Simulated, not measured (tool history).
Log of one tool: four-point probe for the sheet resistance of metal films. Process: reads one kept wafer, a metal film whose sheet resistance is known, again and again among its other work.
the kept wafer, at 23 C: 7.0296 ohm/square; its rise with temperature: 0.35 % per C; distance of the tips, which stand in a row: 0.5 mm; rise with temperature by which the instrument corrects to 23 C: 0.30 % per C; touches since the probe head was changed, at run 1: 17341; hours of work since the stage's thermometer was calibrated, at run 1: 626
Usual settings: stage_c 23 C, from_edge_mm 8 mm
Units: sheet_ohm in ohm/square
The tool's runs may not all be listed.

run   hour  stage_c  from_edge_mm  touches since the probe head was changed  hours of work since the stage's thermometer was calibrated  sheet_ohm
  1    0.0       23             8                                     17341                                                         626   7.042806
  2   29.5       23             8                                     18283                                                         638   7.044080
  3   51.7       23             8                                     18994                                                         647   7.043606
  4   68.4       23             8                                     19526                                                         654   7.044075
  5   90.4       23             8                                     20228                                                         663   7.041230
  6  109.9       23             8                                     20852                                                         671   7.044648
  7  126.5       22             8                                     21383                                                         678   7.038311
  8  146.7       23            31                                     22028                                                         686   7.031274
  9  170.8       29             8                                     22797                                                         696   7.066929
 10  197.5       29             8                                     23650                                                         707   7.069151
 11  217.6       29             8                                     24292                                                         715   7.067133
 12  241.2       19             8                                     25047                                                         724   7.029574
     244.2  -- stage's thermometer calibrated
 13  267.6       19             8                                     25874                                                          10   7.024626
 14  286.7       23             8                                     26482                                                          17   7.041549
 15  314.0       23             4                                     27355                                                          28   7.084784
     337.2  -- stage's thermometer calibrated, once more
 16  342.5       28             8                                     28249                                                           2   7.073949
 17  359.8       28             8                                     28803                                                           9   7.073059
 18  384.7       28             8                                     29598                                                          19   7.074912
 19  413.2       28             8                                     30510                                                          31   7.074416
 20  436.6       28             8                                     31256                                                          40   7.076908
 21  463.5       28             8                                     32116                                                          51   7.075635
 22  483.3       20             8                                     32749                                                          59   7.042581
 23  496.4       20             8                                     33166                                                          65   7.044205
 24  519.5       30            32                                     33904                                                          74   7.070577
 25  539.7       32             8                                     34548                                                          82   7.093269
 26  560.5       31             8                                     35214                                                          91   7.089308
 27  582.1       23             5                                     35903                                                         100   7.081240
 28  602.8       22            30                                     36565                                                         108   7.039437
 29  632.9       22            30                                     37526                                                         120   7.040949
 30  656.5       27            11                                     38280                                                         130   7.067212
 31  674.3       31            54                                     38848                                                         137   7.074854
 32  699.3       24            20                                     39649                                                         147   7.051391
 33  719.6       24            20                                     40298                                                         156   7.047798
 34  734.2       23            61                                     40763                                                         162   7.041232
 35  756.1       28             5                                     41461                                                         171   7.099919
 36  779.5       28             5                                     42210                                                         180   7.103778
 37  794.6       34            66                                     42692                                                         186   7.086937
 38  818.4       33             6                                     43454                                                         196   7.110044
 39  837.5       33             6                                     44064                                                         204   7.111413
 40  867.6       23            21                                     45023                                                         216   7.047638
 41  883.4       23            21                                     45529                                                         222   7.046572
 42  913.1       23            21                                     46479                                                         235   7.047663
 43  943.0       22             9                                     47433                                                         247   7.053264
 44  955.8       35            11                                     47841                                                         252   7.100172

Forecast each of these 4 alternatives for the next run:
  A  974.4       23            47                                     48434                                                         259          ?
  B  974.4       26            16                                     48434                                                         259          ?
  C  974.4       28            14                                     48434                                                         259          ?
  D  974.4       22            18                                     48434                                                         259          ?

run  sheet_ohm
  A   7.043329
  B   7.063065
  C   7.070824
  D   7.047482
Without the tool's hidden state the same runs would have given:
run  sheet_ohm
  A   7.026771
  B   7.046451
  C   7.054186
  D   7.030918
